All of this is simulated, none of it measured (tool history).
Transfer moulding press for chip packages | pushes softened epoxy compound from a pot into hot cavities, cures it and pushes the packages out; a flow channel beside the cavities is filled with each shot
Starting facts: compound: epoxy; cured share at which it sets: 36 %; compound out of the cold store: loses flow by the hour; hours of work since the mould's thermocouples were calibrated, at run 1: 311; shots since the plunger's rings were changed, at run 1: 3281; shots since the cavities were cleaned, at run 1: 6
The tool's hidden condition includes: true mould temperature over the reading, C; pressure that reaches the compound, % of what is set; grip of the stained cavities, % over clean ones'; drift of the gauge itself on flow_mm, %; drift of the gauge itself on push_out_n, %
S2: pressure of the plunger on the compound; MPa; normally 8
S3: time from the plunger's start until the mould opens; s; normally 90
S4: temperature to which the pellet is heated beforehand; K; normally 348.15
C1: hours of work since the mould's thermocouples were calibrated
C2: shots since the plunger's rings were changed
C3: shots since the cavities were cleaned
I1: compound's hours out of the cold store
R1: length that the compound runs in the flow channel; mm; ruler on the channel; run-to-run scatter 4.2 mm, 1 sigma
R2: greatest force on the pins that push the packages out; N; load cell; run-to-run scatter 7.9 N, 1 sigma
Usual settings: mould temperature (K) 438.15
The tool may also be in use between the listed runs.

run 1 hour=0 | mould_temperature_(K)=438.15 S2=8 S3=90 S4=348.15 | C1=311 C2=3281 C3=6 | I1=37 | R1=856 R2=327
run 2 hour=14.1 | mould_temperature_(K)=438.15 S2=9.47 S3=90 S4=348.15 | C1=319 C2=3446 C3=171 | I1=23.6 | R1=968 R2=423
run 3 hour=22.7 | mould_temperature_(K)=438.15 S2=9.47 S3=90 S4=348.15 | C1=324 C2=3547 C3=272 | I1=20 | R1=974 R2=445
run 4 hour=31.4 | mould_temperature_(K)=438.15 S2=9.47 S3=90 S4=348.15 | C1=329 C2=3649 C3=374 | I1=11.3 | R1=1000 R2=492
-- hour=39.5 cavities cleaned with cleaning compound and waxed
run 5 hour=45 | mould_temperature_(K)=438.15 S2=8 S3=90 S4=348.15 | C1=336 C2=3790 C3=65 | I1=25.7 | R1=875 R2=583
run 6 hour=59.5 | mould_temperature_(K)=438.15 S2=8 S3=90 S4=348.15 | C1=344 C2=3960 C3=235 | I1=28.9 | R1=866 R2=589
-- hour=66.2 plunger's sealing rings changed
run 7 hour=75.3 | mould_temperature_(K)=438.15 S2=8 S3=116 S4=348.15 | C1=352 C2=105 C3=390 | I1=23.7 | R1=964 R2=518
-- hour=80.9 cavities cleaned with cleaning compound and waxed
run 8 hour=90.6 | mould_temperature_(K)=438.15 S2=8 S3=116 S4=348.15 | C1=360 C2=268 C3=114 | I1=12.2 | R1=982 R2=318
run 9 hour=102 | mould_temperature_(K)=438.15 S2=8 S3=116 S4=348.15 | C1=367 C2=401 C3=247 | I1=19 | R1=968 R2=363
run 10 hour=110.8 | mould_temperature_(K)=438.15 S2=8 S3=116 S4=348.15 | C1=372 C2=504 C3=350 | I1=16.7 | R1=966 R2=381
-- hour=118.5 cavities cleaned with cleaning compound and waxed, once more
run 11 hour=123.2 | mould_temperature_(K)=438.15 S2=8 S3=116 S4=357.15 | C1=378 C2=632 C3=56 | I1=39.9 | R1=899 R2=297
run 12 hour=135.9 | mould_temperature_(K)=438.15 S2=8 S3=116 S4=357.15 | C1=386 C2=780 C3=204 | I1=16.2 | R1=970 R2=353
run 13 hour=145.8 | mould_temperature_(K)=438.15 S2=8 S3=116 S4=357.15 | C1=391 C2=896 C3=320 | I1=31 | R1=913 R2=370
-- hour=158.6 cavities cleaned with cleaning compound and waxed
run 14 hour=159.4 | mould_temperature_(K)=438.15 S2=8 S3=116 S4=344.15 | C1=398 C2=1038 C3=10 | I1=46.6 | R1=870 R2=290
run 15 hour=168.4 | mould_temperature_(K)=438.15 S2=8 S3=116 S4=348.15 | C1=404 C2=1143 C3=115 | I1=47.6 | R1=869 R2=315
run 16 hour=184.7 | mould_temperature_(K)=438.15 S2=8 S3=116 S4=348.15 | C1=413 C2=1334 C3=306 | I1=26 | R1=922 R2=377
run 17 hour=195.8 | mould_temperature_(K)=438.15 S2=8 S3=116 S4=348.15 | C1=419 C2=1464 C3=436 | I1=9.6 | R1=981 R2=421
-- hour=198.2 cavities cleaned with cleaning compound and waxed
run 18 hour=205.4 | mould_temperature_(K)=438.15 S2=8 S3=116 S4=348.15 | C1=424 C2=1558 C3=84 | I1=37.2 | R1=890 R2=299
run 19 hour=217.2 | mould_temperature_(K)=438.15 S2=8 S3=116 S4=348.15 | C1=431 C2=1697 C3=223 | I1=18 | R1=944 R2=366
run 20 hour=225.1 | mould_temperature_(K)=434.15 S2=6.64 S3=80 S4=339.15 | C1=436 C2=1790 C3=316 | I1=9.9 | R1=905 R2=829
-- hour=237.4 cavities cleaned with cleaning compound and waxed
run 21 hour=243.1 | mould_temperature_(K)=434.15 S2=6.64 S3=80 S4=339.15 | C1=445 C2=1983 C3=67 | I1=33.6 | R1=831 R2=599
run 22 hour=250.2 | mould_temperature_(K)=434.15 S2=6.64 S3=80 S4=339.15 | C1=449 C2=2066 C3=150 | I1=32.2 | R1=826 R2=645
run 23 hour=260.9 | mould_temperature_(K)=432.15 S2=6.64 S3=113 S4=339.15 | C1=455 C2=2191 C3=275 | I1=37.7 | R1=821 R2=405
run 24 hour=268 | mould_temperature_(K)=437.15 S2=6.03 S3=77 S4=354.15 | C1=460 C2=2274 C3=358 | I1=31.4 | R1=771 R2=647
-- hour=277.1 cavities cleaned with cleaning compound and waxed
run 25 hour=282.2 | mould_temperature_(K)=438.15 S2=8 S3=115 S4=343.15 | C1=467 C2=2423 C3=60 | I1=10.7 | R1=955 R2=293
run 26 hour=295.5 | mould_temperature_(K)=438.15 S2=8 S3=95 S4=343.15 | C1=475 C2=2579 C3=216 | I1=9.6 | R1=949 R2=385
run 27 hour=305.7 | mould_temperature_(K)=438.15 S2=8 S3=85 S4=348.15 | C1=481 C2=2698 C3=335 | I1=30.3 | R1=887 R2=505
-- hour=316.1 cavities cleaned with cleaning compound and waxed
run 28 hour=317.5 | mould_temperature_(K)=438.15 S2=8 S3=85 S4=348.15 | C1=486 C2=2819 C3=16 | I1=21.6 | R1=911 R2=395

Alternative continuations, all from the tool just after run 28; predict every row:
run A hour=331.2 | mould_temperature_(K)=438.15 S2=6.75 S3=111 S4=355.15 | C1=494 C2=2979 C3=176 | I1=35.5 | R1=? R2=?
run B hour=331.2 | mould_temperature_(K)=438.15 S2=7.1 S3=85 S4=348.15 | C1=494 C2=2979 C3=176 | I1=43 | R1=? R2=?
run C hour=331.2 | mould_temperature_(K)=441.15 S2=8 S3=78 S4=348.15 | C1=494 C2=2979 C3=176 | I1=15.6 | R1=? R2=?
run D hour=331.2 | mould_temperature_(K)=439.15 S2=8.23 S3=90 S4=348.15 | C1=494 C2=2979 C3=176 | I1=28.9 | R1=? R2=?

run=A R1=795 R2=350
run=B R1=801 R2=456
run=C R1=924 R2=478
run=D R1=892 R2=393
With the hidden condition removed and each run's random variation left untouched, the same runs would have given:
run=A R1=850 R2=277
run=B R1=856 R2=371
run=C R1=986 R2=389
run=D R1=952 R2=318

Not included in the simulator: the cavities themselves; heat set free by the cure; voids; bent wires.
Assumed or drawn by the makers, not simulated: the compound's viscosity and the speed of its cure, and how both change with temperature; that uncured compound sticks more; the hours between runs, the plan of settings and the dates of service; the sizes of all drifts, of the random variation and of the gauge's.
